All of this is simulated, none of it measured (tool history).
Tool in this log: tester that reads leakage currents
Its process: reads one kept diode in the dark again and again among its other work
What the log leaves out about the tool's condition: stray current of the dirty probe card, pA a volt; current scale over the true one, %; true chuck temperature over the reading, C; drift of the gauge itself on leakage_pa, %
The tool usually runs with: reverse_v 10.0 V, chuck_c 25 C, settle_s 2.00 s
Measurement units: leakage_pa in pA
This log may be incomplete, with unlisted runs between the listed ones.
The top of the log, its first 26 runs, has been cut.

run	day	reverse_v	chuck_c	settle_s	hours of work since the probe card was cleaned	hours of work since the tester was calibrated	hours of work since the chuck was calibrated	leakage_pa
27	25.404	2.6	25	2.00	1259	579	430	165.24
28	26.308	2.6	25	2.00	1268	588	439	165.31
29	27.538	1.2	25	2.00	1280	600	451	123.41
30	28.571	10.0	21	0.33	1291	611	461	211.42
31	29.254	2.1	21	0.90	1298	617	468	107.18
32	30.100	2.1	21	0.90	1306	626	476	107.42
33	31.083	1.6	49	1.48	1316	636	486	1023.51
34	32.217	1.2	20	0.61	1327	647	498	79.42
35	32.779	1.2	20	0.61	1333	652	503	79.40
36	33.442	1.2	20	0.61	1339	659	510	79.77
37	34.038	1.2	20	0.61	1345	665	516	79.65
38	35.342	10.0	25	0.62	1358	678	529	291.61
39	35.917	6.4	33	2.00	1364	684	534	471.99

Consider 5 possible next runs. They are alternatives, not a sequence: every one starts from the tool as it was left by run 39. What does each give?
A	36.579	1.5	51	1.67	1370	690	541	?
B	36.579	12.4	33	1.37	1370	690	541	?
C	36.579	10.0	25	3.80	1370	690	541	?
D	36.579	2.3	28	0.85	1370	690	541	?
E	36.579	10.0	39	2.00	1370	690	541	?

run	leakage_pa
A	1182.82
B	614.58
C	288.35
D	209.44
E	923.81
Without the tool's unlogged condition, the same runs would have read:
run	leakage_pa
A	1112.14
B	550.12
C	248.61
D	190.88
E	846.44

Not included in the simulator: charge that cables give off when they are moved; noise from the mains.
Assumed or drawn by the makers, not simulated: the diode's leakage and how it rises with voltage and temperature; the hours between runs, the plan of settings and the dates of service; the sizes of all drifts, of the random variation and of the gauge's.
